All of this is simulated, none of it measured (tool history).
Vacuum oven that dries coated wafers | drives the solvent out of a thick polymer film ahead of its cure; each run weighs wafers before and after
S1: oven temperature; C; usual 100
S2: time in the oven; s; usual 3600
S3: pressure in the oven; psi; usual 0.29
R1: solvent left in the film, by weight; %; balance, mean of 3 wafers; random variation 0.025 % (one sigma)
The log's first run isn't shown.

Run 2, hour 17.9: usual settings but S1 91 C. Result: R1 3.06 %.
Run 3, hour 31.5: usual settings but S1 91 C, S3 0.261 psi. Result: R1 3.01 %.
Run 4, hour 48.4: usual settings but S2 2640 s. Result: R1 1.98 %.
Run 5, hour 69.3: usual settings but S2 2640 s. Result: R1 1.99 %.
Run 6, hour 83.3: usual settings but S2 2700 s. Result: R1 1.9 %.
Run 7, hour 94.3: usual settings but S1 104 C. Result: R1 0.72 %.
Run 8, hour 112.7: usual settings but S1 104 C. Result: R1 0.79 %.
Run 9, hour 128.4: usual settings. Result: R1 1.2 %.
Run 10, hour 138.7: usual settings. Result: R1 1.16 %.
Run 11, hour 153: usual settings. Result: R1 1.16 %.
Run 12, hour 172.7: usual settings. Result: R1 1.22 %.
Run 13, hour 187.5: usual settings but S3 0.345 psi. Result: R1 1.34 %.
Run 14, hour 202.3: usual settings. Result: R1 1.19 %.
Run 15, hour 221.8: usual settings. Result: R1 1.14 %.
Run 16, hour 243.1: usual settings but S1 108 C. Result: R1 0.58 %.
Run 17, hour 264.6: usual settings but S2 4920 s. Result: R1 0.8 %.
Run 18, hour 286.9: usual settings but S2 4920 s. Result: R1 0.8 %.
Run 19, hour 305.1: usual settings but S2 4200 s. Result: R1 0.94 %.
Run 20, hour 318.5: usual settings but S2 4200 s, S3 0.157 psi. Result: R1 0.71 %.
Run 21, hour 329.9: usual settings but S2 4200 s, S3 0.157 psi. Result: R1 0.64 %.
Run 22, hour 346: usual settings but S2 4200 s, S3 0.157 psi. Result: R1 0.63 %.
Run 23, hour 359.3: usual settings but S2 4200 s, S3 0.157 psi. Result: R1 0.64 %.

The next listed run, before its measurement:
Run 24, hour 374.5: usual settings but S2 4920 s. Result: R1 ?.

{"run 24": {"R1": 0.77}}
Without the tool's hidden state the same run would have given R1 0.77 %.

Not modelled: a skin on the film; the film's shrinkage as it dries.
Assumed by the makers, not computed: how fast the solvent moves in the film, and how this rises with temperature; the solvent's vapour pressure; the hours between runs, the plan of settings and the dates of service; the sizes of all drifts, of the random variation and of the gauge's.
